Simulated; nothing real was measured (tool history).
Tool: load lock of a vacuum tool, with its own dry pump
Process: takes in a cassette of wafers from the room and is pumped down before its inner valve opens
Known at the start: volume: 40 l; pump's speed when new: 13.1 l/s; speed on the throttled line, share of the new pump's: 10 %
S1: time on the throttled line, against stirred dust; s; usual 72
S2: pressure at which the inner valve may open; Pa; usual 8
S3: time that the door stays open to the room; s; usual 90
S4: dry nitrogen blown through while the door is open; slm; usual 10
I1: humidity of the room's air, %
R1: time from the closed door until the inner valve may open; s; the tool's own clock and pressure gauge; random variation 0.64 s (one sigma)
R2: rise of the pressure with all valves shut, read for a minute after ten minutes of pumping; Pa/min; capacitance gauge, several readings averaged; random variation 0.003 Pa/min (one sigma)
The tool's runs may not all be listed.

run    hour  S1  S2   S3  S4    I1    R1     R2
  1     0.0  72   8   90  10  48.6  95.7  0.334
  2   308.9  72   8   90  10  43.2  97.9  0.345
  3   844.0  72   8   90  10  46.9  96.0  0.375
  4  1284.6  72   8   90  10  44.5  97.1  0.407
     1804.2  -- door's seal changed, seat wiped
  5  1818.5  72   8   78  10  43.4  98.3  0.029
  6  2073.7  72   8   90  10  44.7  97.6  0.039
  7  2383.5  72   8   90  10  44.7  97.8  0.036
  8  2665.3  72   8   90  10  44.4  98.3  0.049
  9  2962.3  72   8   90  10  43.5  97.7  0.052
 10  3429.4  67  10   90   7  46.1  92.9  0.071
 11  3717.4  72   8  123  13  44.8  99.3  0.071
 12  3990.6  55   8   69   5  44.5  84.3  0.070
 13  4240.5  55   8   69   5  45.8  83.7  0.080

Forecast each of these 5 alternatives for the next run:
  A  4517.1  49   7   90   5  47.3   ?   ?
  B  4517.1  72   9  142  26  47.6   ?   ?
  C  4517.1  36   8   69   5  46.3   ?   ?
  D  4517.1  72  15  109  26  47.4   ?   ?
  E  4517.1  86   8   90  10  46.9   ?   ?

run     R1     R2
  A   78.9  0.096
  B   99.3  0.083
  C   67.8  0.088
  D   96.2  0.079
  E  111.6  0.089
Without the tool's hidden state the same runs would have given:
run     R1     R2
  A   73.6  0.043
  B   94.6  0.032
  C   62.3  0.035
  D   91.9  0.026
  E  107.1  0.036
